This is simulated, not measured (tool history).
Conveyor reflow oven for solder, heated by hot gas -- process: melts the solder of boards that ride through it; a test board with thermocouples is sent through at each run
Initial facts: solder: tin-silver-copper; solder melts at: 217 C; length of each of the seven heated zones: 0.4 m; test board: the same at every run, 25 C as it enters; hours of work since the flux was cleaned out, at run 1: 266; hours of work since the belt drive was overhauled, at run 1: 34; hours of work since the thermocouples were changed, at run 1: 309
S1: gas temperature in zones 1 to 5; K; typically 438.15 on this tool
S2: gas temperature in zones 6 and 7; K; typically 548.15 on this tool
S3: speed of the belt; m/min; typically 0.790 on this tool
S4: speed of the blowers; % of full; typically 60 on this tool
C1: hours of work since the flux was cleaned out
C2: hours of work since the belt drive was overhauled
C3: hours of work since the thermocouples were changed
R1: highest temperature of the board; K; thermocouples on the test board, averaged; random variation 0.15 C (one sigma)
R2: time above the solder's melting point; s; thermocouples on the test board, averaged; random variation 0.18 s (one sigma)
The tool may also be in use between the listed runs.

Run 1, hour 0.0: usual settings; C1 266; C2 34; C3 309. Result: R1 523.35 K, R2 40.2 s.
Run 2, hour 17.0: usual settings; C1 274; C2 41; C3 316. Result: R1 523.15 K, R2 40.3 s.
Run 3, hour 32.5: usual settings; C1 280; C2 48; C3 323. Result: R1 523.15 K, R2 40.5 s.
Run 4, hour 42.9: usual settings; C1 285; C2 53; C3 327. Result: R1 523.25 K, R2 40.4 s.
Run 5, hour 55.5: usual settings but S1 435.15 K; C1 290; C2 58; C3 333. Result: R1 522.45 K, R2 38.9 s.
Run 6, hour 68.6: usual settings but S1 435.15 K; C1 296; C2 64; C3 338. Result: R1 522.55 K, R2 39.1 s.
Run 7, hour 85.4: usual settings but S1 435.15 K; C1 303; C2 71; C3 346. Result: R1 522.35 K, R2 39.0 s.
Run 8, hour 94.8: usual settings but S1 435.15 K; C1 308; C2 75; C3 350. Result: R1 522.05 K, R2 39.1 s.
Run 9, hour 103.7: usual settings but S4 78 % of full; C1 311; C2 79; C3 354. Result: R1 527.35 K, R2 43.5 s.
Run 10, hour 116.4: usual settings but S4 78 % of full; C1 317; C2 85; C3 359. Result: R1 527.25 K, R2 43.2 s.
Run 11, hour 129.6: usual settings but S1 441.15 K; C1 323; C2 90; C3 365. Result: R1 523.75 K, R2 41.2 s.
Run 12, hour 140.4: usual settings but S1 441.15 K; C1 327; C2 95; C3 370. Result: R1 523.15 K, R2 41.3 s.
Run 13, hour 149.6: usual settings but S3 0.843 m/min; C1 331; C2 99; C3 374. Result: R1 519.65 K, R2 34.7 s.
Run 14, hour 157.5: usual settings but S1 441.15 K, S3 0.843 m/min, S4 58 % of full; C1 335; C2 103; C3 377. Result: R1 520.15 K, R2 36.0 s.
At hour 163.9: flux residue cleaned out of gas plates and filters.
Run 15, hour 171.7: usual settings but S2 562.15 K, S4 84 % of full; C1 3; C2 107; C3 381. Result: R1 543.75 K, R2 51.4 s.
Run 16, hour 184.0: usual settings but S1 425.15 K, S4 68 % of full; C1 9; C2 112; C3 386. Result: R1 525.45 K, R2 39.3 s.
Run 17, hour 195.3: usual settings but S1 425.15 K, S4 68 % of full; C1 14; C2 117; C3 391. Result: R1 525.35 K, R2 39.2 s.
Run 18, hour 203.3: usual settings but S2 558.15 K, S4 53 % of full; C1 17; C2 120; C3 395. Result: R1 531.85 K, R2 45.7 s.
Run 19, hour 213.2: usual settings but S2 558.15 K, S4 53 % of full; C1 21; C2 125; C3 399. Result: R1 531.75 K, R2 45.4 s.
Run 20, hour 229.6: usual settings but S1 434.15 K, S2 545.15 K; C1 29; C2 132; C3 406. Result: R1 522.25 K, R2 39.6 s.
Run 21, hour 241.1: usual settings but S1 434.15 K, S2 545.15 K; C1 34; C2 137; C3 411. Result: R1 522.25 K, R2 39.1 s.
Run 22, hour 249.6: usual settings but S1 434.15 K, S2 545.15 K; C1 37; C2 140; C3 415. Result: R1 522.25 K, R2 39.0 s.
Run 23, hour 257.9: usual settings but S1 427.15 K, S2 545.15 K, S3 0.806 m/min; C1 41; C2 144; C3 419. Result: R1 519.75 K, R2 35.0 s.

Same runs, no hidden state in the tool, same run-to-run variation:
What the log doesn't record here: heat that the gas passes to the board, % of a clean oven's; belt's true speed, % of the reading; true gas temperature in zones 6 and 7 over the reading, C; drift of the gauge itself on peak_c, C; drift of the gauge itself on liquid_s, %.
run      R1    R2
  1  524.75  41.5
  2  524.65  41.6
  3  524.65  41.8
  4  524.85  41.7
  5  524.15  40.4
  6  524.25  40.6
  7  524.15  40.5
  8  523.75  40.7
  9  529.25  44.9
 10  529.15  44.6
 11  525.45  42.6
 12  524.85  42.7
 13  521.65  36.5
 14  522.15  37.7
 15  542.65  50.8
 16  524.45  38.5
 17  524.35  38.5
 18  530.75  45.0
 19  530.75  44.7
 20  521.35  38.9
 21  521.25  38.4
 22  521.35  38.3
 23  518.95  34.3
